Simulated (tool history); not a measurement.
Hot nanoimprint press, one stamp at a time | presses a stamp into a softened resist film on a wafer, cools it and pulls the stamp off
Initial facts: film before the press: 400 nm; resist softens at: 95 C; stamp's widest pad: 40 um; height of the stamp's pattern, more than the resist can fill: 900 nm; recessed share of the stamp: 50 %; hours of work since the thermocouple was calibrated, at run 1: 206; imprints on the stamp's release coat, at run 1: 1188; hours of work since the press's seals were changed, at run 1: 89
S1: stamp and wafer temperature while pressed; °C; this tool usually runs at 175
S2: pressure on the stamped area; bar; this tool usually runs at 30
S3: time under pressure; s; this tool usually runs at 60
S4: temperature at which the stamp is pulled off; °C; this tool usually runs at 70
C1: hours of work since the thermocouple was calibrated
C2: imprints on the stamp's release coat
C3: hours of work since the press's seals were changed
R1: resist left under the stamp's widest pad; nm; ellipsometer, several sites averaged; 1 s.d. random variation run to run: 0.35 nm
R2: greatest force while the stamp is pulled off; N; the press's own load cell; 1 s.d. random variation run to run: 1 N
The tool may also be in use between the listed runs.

run 1 day=0 | S1=175 S2=30 S3=60 S4=70 | C1=206 C2=1188 C3=89 | R1=158.2 R2=143.2
-- day=0.354 stamp cleaned and given a new release coat
run 2 day=0.742 | S1=175 S2=30 S3=60 S4=70 | C1=213 C2=44 C3=97 | R1=157.7 R2=124.6
run 3 day=1.208 | S1=175 S2=35 S3=60 S4=70 | C1=220 C2=98 C3=104 | R1=147 R2=128
run 4 day=1.633 | S1=175 S2=35 S3=60 S4=70 | C1=226 C2=146 C3=110 | R1=146.7 R2=126.9
run 5 day=2.233 | S1=175 S2=35 S3=60 S4=70 | C1=235 C2=215 C3=119 | R1=146.1 R2=130.3
run 6 day=2.7 | S1=175 S2=30 S3=60 S4=70 | C1=242 C2=268 C3=126 | R1=157.1 R2=129.4
run 7 day=3.254 | S1=175 S2=33.5 S3=60 S4=70 | C1=251 C2=332 C3=134 | R1=150 R2=129.5
run 8 day=3.658 | S1=175 S2=33.5 S3=60 S4=70 | C1=257 C2=378 C3=140 | R1=149.1 R2=130.7
run 9 day=3.975 | S1=175 S2=30 S3=60 S4=70 | C1=261 C2=414 C3=145 | R1=157.6 R2=133.4
-- day=4.15 plate thermocouple calibrated
run 10 day=4.612 | S1=175 S2=30 S3=60 S4=70 | C1=7 C2=473 C3=152 | R1=155.7 R2=131.6
-- day=5.204 plate thermocouple calibrated, once more
run 11 day=5.238 | S1=175 S2=30 S3=60 S4=70 | C1=0 C2=530 C3=160 | R1=163.1 R2=135.2
run 12 day=5.6 | S1=175 S2=30 S3=60 S4=70 | C1=6 C2=572 C3=165 | R1=163.5 R2=133.8
run 13 day=5.958 | S1=175 S2=30 S3=60 S4=70 | C1=11 C2=613 C3=171 | R1=163.5 R2=134
run 14 day=6.583 | S1=175 S2=30 S3=60 S4=70 | C1=21 C2=684 C3=180 | R1=163.9 R2=137.1
run 15 day=7.108 | S1=175 S2=30 S3=60 S4=59 | C1=28 C2=745 C3=188 | R1=163 R2=150.7
run 16 day=7.712 | S1=175 S2=30 S3=60 S4=59 | C1=37 C2=813 C3=197 | R1=162.4 R2=151.4
run 17 day=8.229 | S1=171 S2=43.6 S3=60 S4=70 | C1=45 C2=873 C3=205 | R1=163.7 R2=139.8
run 18 day=8.508 | S1=171 S2=43.6 S3=60 S4=59 | C1=49 C2=905 C3=209 | R1=163.4 R2=153.3
run 19 day=8.775 | S1=171 S2=43.6 S3=60 S4=59 | C1=53 C2=935 C3=213 | R1=164 R2=153.2
run 20 day=9.229 | S1=172 S2=30 S3=60 S4=59 | C1=60 C2=987 C3=219 | R1=184.5 R2=153.5
run 21 day=9.588 | S1=172 S2=24.4 S3=60 S4=70 | C1=65 C2=1028 C3=225 | R1=201.5 R2=141.7
run 22 day=10.058 | S1=172 S2=24.4 S3=60 S4=70 | C1=72 C2=1082 C3=232 | R1=202.3 R2=142.8
run 23 day=10.5 | S1=172 S2=24.4 S3=60 S4=70 | C1=79 C2=1133 C3=238 | R1=201.7 R2=143
run 24 day=10.762 | S1=175 S2=29.6 S3=66 S4=75 | C1=83 C2=1163 C3=242 | R1=156.9 R2=138.5
-- day=11.321 stamp cleaned and given a new release coat
run 25 day=11.438 | S1=175 S2=30 S3=109 S4=70 | C1=89 C2=14 C3=249 | R1=127.1 R2=125.9
run 26 day=11.754 | S1=176 S2=22.1 S3=60 S4=67 | C1=94 C2=50 C3=253 | R1=178 R2=129.2
run 27 day=12.383 | S1=183 S2=40.3 S3=44 S4=70 | C1=103 C2=122 C3=263 | R1=113.3 R2=127.7
run 28 day=12.833 | S1=183 S2=40.3 S3=44 S4=70 | C1=110 C2=173 C3=269 | R1=113.1 R2=128.9
run 29 day=13.296 | S1=177 S2=20 S3=60 S4=70 | C1=117 C2=226 C3=276 | R1=179.6 R2=126.3
run 30 day=13.675 | S1=175 S2=30 S3=60 S4=60 | C1=123 C2=270 C3=282 | R1=161.7 R2=142
run 31 day=14.133 | S1=175 S2=30 S3=60 S4=60 | C1=129 C2=322 C3=289 | R1=162.5 R2=142.3

What differs in the tool's unlogged condition from the final listed run ahead of each entry between runs to the first listed run following it?
Run 1 -> run 2: stamp cleaned and given a new release coat (day 0.354)
  true temperature over the reading, C: 0.68 -> 0.7; pressure that arrives at the usual setting, %: 99.55 -> 99.52; grip of the stamp's worn release coat, % over a new coat's: 13.5 -> 0.5
  measured minus no-state result, R1: -4.3 -> -4.4 nm; R2: +16.2 -> -0.2 N
Run 9 -> run 10: plate thermocouple calibrated (day 4.15)
  true temperature over the reading, C: 0.82 -> 1.15; pressure that arrives at the usual setting, %: 99.3 -> 99.27; grip of the stamp's worn release coat, % over a new coat's: 4.6 -> 5.3
  measured minus no-state result, R1: -5.1 -> -7.3 nm; R2: +4.9 -> +5.3 N
Run 10 -> run 11: plate thermocouple calibrated, once more (day 5.204)
  true temperature over the reading, C: 1.15 -> -0.06; pressure that arrives at the usual setting, %: 99.27 -> 99.23; grip of the stamp's worn release coat, % over a new coat's: 5.3 -> 6
  measured minus no-state result, R1: -7.3 -> +1 nm; R2: +5.3 -> +7.6 N
Run 24 -> run 25: stamp cleaned and given a new release coat (day 11.321)
  true temperature over the reading, C: 0.15 -> 0.16; pressure that arrives at the usual setting, %: 98.86 -> 98.84; grip of the stamp's worn release coat, % over a new coat's: 13.3 -> 0.2
  measured minus no-state result, R1: -0.1 -> -0.2 nm; R2: +16.1 -> +0 N
